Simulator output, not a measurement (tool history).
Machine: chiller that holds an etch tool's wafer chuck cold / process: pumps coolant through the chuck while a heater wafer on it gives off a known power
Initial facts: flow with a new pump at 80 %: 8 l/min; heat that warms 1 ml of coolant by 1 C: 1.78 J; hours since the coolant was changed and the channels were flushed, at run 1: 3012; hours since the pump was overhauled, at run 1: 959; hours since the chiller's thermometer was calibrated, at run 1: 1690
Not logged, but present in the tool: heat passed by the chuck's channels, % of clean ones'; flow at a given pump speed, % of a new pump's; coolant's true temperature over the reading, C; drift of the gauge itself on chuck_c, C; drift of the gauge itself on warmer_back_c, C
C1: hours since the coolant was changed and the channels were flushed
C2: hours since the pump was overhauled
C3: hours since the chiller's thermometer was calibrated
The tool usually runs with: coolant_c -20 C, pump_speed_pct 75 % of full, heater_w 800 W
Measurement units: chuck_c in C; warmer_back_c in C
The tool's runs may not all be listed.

{"run": 1, "hour": 0.0, "coolant_c": -20, "pump_speed_pct": 75, "heater_w": 800, "C1": 3012, "C2": 959, "C3": 1690, "chuck_c": -12.8, "warmer_back_c": 3.57}
{"run": 2, "hour": 116.8, "coolant_c": -20, "pump_speed_pct": 75, "heater_w": 800, "C1": 3129, "C2": 1075, "C3": 1807, "chuck_c": -12.9, "warmer_back_c": 3.57}
{"run": 3, "hour": 293.8, "coolant_c": -20, "pump_speed_pct": 75, "heater_w": 800, "C1": 3306, "C2": 1252, "C3": 1984, "chuck_c": -13.1, "warmer_back_c": 3.55}
{"run": 4, "hour": 379.8, "coolant_c": -20, "pump_speed_pct": 73, "heater_w": 800, "C1": 3392, "C2": 1338, "C3": 2070, "chuck_c": -12.7, "warmer_back_c": 3.62}
{"run": 5, "hour": 472.6, "coolant_c": -20, "pump_speed_pct": 73, "heater_w": 800, "C1": 3485, "C2": 1431, "C3": 2163, "chuck_c": -12.7, "warmer_back_c": 3.66}
{"run": 6, "hour": 551.8, "coolant_c": -20, "pump_speed_pct": 73, "heater_w": 800, "C1": 3564, "C2": 1510, "C3": 2242, "chuck_c": -12.7, "warmer_back_c": 3.65}
{"run": 7, "hour": 699.9, "coolant_c": -20, "pump_speed_pct": 73, "heater_w": 800, "C1": 3712, "C2": 1658, "C3": 2390, "chuck_c": -12.7, "warmer_back_c": 3.68}
{"run": 8, "hour": 799.0, "coolant_c": -20, "pump_speed_pct": 73, "heater_w": 800, "C1": 3811, "C2": 1758, "C3": 2489, "chuck_c": -12.5, "warmer_back_c": 3.6}
{"run": 9, "hour": 908.7, "coolant_c": -20, "pump_speed_pct": 73, "heater_w": 800, "C1": 3921, "C2": 1867, "C3": 2599, "chuck_c": -12.8, "warmer_back_c": 3.58}
{"run": 10, "hour": 1015.0, "coolant_c": -14, "pump_speed_pct": 75, "heater_w": 800, "C1": 4027, "C2": 1974, "C3": 2705, "chuck_c": -6.8, "warmer_back_c": 3.5}
{"run": 11, "hour": 1105.7, "coolant_c": -20, "pump_speed_pct": 75, "heater_w": 588, "C1": 4118, "C2": 2064, "C3": 2796, "chuck_c": -14.6, "warmer_back_c": 2.57}
{"run": 12, "hour": 1225.0, "coolant_c": -20, "pump_speed_pct": 75, "heater_w": 588, "C1": 4237, "C2": 2184, "C3": 2915, "chuck_c": -14.6, "warmer_back_c": 2.56}
{"run": 13, "hour": 1353.2, "coolant_c": -20, "pump_speed_pct": 75, "heater_w": 800, "C1": 4365, "C2": 2312, "C3": 3044, "chuck_c": -12.6, "warmer_back_c": 3.48}
{"run": 14, "hour": 1444.3, "coolant_c": -20, "pump_speed_pct": 75, "heater_w": 800, "C1": 4456, "C2": 2403, "C3": 3135, "chuck_c": -12.8, "warmer_back_c": 3.47}
{"run": 15, "hour": 1562.0, "coolant_c": -20, "pump_speed_pct": 75, "heater_w": 800, "C1": 4574, "C2": 2521, "C3": 3252, "chuck_c": -12.8, "warmer_back_c": 3.44}
{"run": 16, "hour": 1687.2, "coolant_c": -20, "pump_speed_pct": 75, "heater_w": 800, "C1": 4699, "C2": 2646, "C3": 3378, "chuck_c": -12.8, "warmer_back_c": 3.46}
{"hour": 1704.1, "done": "chiller's thermometer calibrated"}
{"run": 17, "hour": 1864.0, "coolant_c": -16, "pump_speed_pct": 94, "heater_w": 1071, "C1": 4875, "C2": 2822, "C3": 160, "chuck_c": -7.7, "warmer_back_c": 3.76}
{"run": 18, "hour": 2031.6, "coolant_c": -20, "pump_speed_pct": 61, "heater_w": 683, "C1": 5042, "C2": 2989, "C3": 328, "chuck_c": -13.0, "warmer_back_c": 3.55}
{"run": 19, "hour": 2120.4, "coolant_c": -18, "pump_speed_pct": 61, "heater_w": 800, "C1": 5131, "C2": 3078, "C3": 416, "chuck_c": -9.8, "warmer_back_c": 4.22}
{"run": 20, "hour": 2312.0, "coolant_c": -18, "pump_speed_pct": 61, "heater_w": 800, "C1": 5323, "C2": 3270, "C3": 608, "chuck_c": -9.7, "warmer_back_c": 4.16}
{"run": 21, "hour": 2434.1, "coolant_c": -29, "pump_speed_pct": 83, "heater_w": 612, "C1": 5445, "C2": 3392, "C3": 730, "chuck_c": -23.8, "warmer_back_c": 2.32}
{"run": 22, "hour": 2555.1, "coolant_c": -25, "pump_speed_pct": 75, "heater_w": 891, "C1": 5566, "C2": 3513, "C3": 851, "chuck_c": -17.0, "warmer_back_c": 3.88}
{"run": 23, "hour": 2736.4, "coolant_c": -20, "pump_speed_pct": 66, "heater_w": 635, "C1": 5747, "C2": 3694, "C3": 1032, "chuck_c": -13.6, "warmer_back_c": 3.01}
{"run": 24, "hour": 2817.0, "coolant_c": -20, "pump_speed_pct": 66, "heater_w": 635, "C1": 5828, "C2": 3775, "C3": 1113, "chuck_c": -13.8, "warmer_back_c": 2.99}
{"hour": 2830.8, "done": "coolant changed, channels flushed"}
{"run": 25, "hour": 2983.5, "coolant_c": -18, "pump_speed_pct": 75, "heater_w": 800, "C1": 153, "C2": 3935, "C3": 1273, "chuck_c": -10.8, "warmer_back_c": 3.37}
{"run": 26, "hour": 3162.1, "coolant_c": -13, "pump_speed_pct": 90, "heater_w": 413, "C1": 331, "C2": 4114, "C3": 1452, "chuck_c": -9.8, "warmer_back_c": 1.31}
{"run": 27, "hour": 3280.4, "coolant_c": -22, "pump_speed_pct": 77, "heater_w": 413, "C1": 450, "C2": 4232, "C3": 1570, "chuck_c": -18.5, "warmer_back_c": 1.53}
{"run": 28, "hour": 3466.2, "coolant_c": -17, "pump_speed_pct": 75, "heater_w": 628, "C1": 635, "C2": 4418, "C3": 1756, "chuck_c": -11.3, "warmer_back_c": 2.53}
{"run": 29, "hour": 3652.2, "coolant_c": -17, "pump_speed_pct": 75, "heater_w": 628, "C1": 821, "C2": 4604, "C3": 1942, "chuck_c": -11.3, "warmer_back_c": 2.5}
{"run": 30, "hour": 3746.8, "coolant_c": -14, "pump_speed_pct": 71, "heater_w": 874, "C1": 916, "C2": 4698, "C3": 2037, "chuck_c": -5.9, "warmer_back_c": 3.84}
{"hour": 3759.9, "done": "gauge calibrated"}
{"run": 31, "hour": 3899.7, "coolant_c": -14, "pump_speed_pct": 92, "heater_w": 549, "C1": 1069, "C2": 4851, "C3": 2190, "chuck_c": -9.7, "warmer_back_c": 1.97}
{"run": 32, "hour": 4012.6, "coolant_c": -14, "pump_speed_pct": 92, "heater_w": 549, "C1": 1182, "C2": 4964, "C3": 2302, "chuck_c": -9.8, "warmer_back_c": 2.02}

For each run, the measured value with the value that run would have given without the tool's hidden condition subtracted. The run-to-run variation is shared by both, the gauge scatter possibly not:
run=1 warmer_back_c=+0.00
run=2 warmer_back_c=+0.00
run=3 warmer_back_c=-0.03
run=4 warmer_back_c=-0.03
run=5 warmer_back_c=-0.04
run=6 warmer_back_c=-0.05
run=7 warmer_back_c=-0.06
run=8 warmer_back_c=-0.06
run=9 warmer_back_c=-0.07
run=10 warmer_back_c=-0.08
run=11 warmer_back_c=-0.08
run=12 warmer_back_c=-0.10
run=13 warmer_back_c=-0.10
run=14 warmer_back_c=-0.11
run=15 warmer_back_c=-0.13
run=16 warmer_back_c=-0.13
run=17 warmer_back_c=-0.14
run=18 warmer_back_c=-0.16
run=19 warmer_back_c=-0.17
run=20 warmer_back_c=-0.18
run=21 warmer_back_c=-0.19
run=22 warmer_back_c=-0.20
run=23 warmer_back_c=-0.21
run=24 warmer_back_c=-0.22
run=25 warmer_back_c=-0.23
run=26 warmer_back_c=-0.25
run=27 warmer_back_c=-0.26
run=28 warmer_back_c=-0.27
run=29 warmer_back_c=-0.29
run=30 warmer_back_c=-0.29
run=31 warmer_back_c=-0.01
run=32 warmer_back_c=-0.01
chuck_c: at most 0.1 C away from the measurement, every run.

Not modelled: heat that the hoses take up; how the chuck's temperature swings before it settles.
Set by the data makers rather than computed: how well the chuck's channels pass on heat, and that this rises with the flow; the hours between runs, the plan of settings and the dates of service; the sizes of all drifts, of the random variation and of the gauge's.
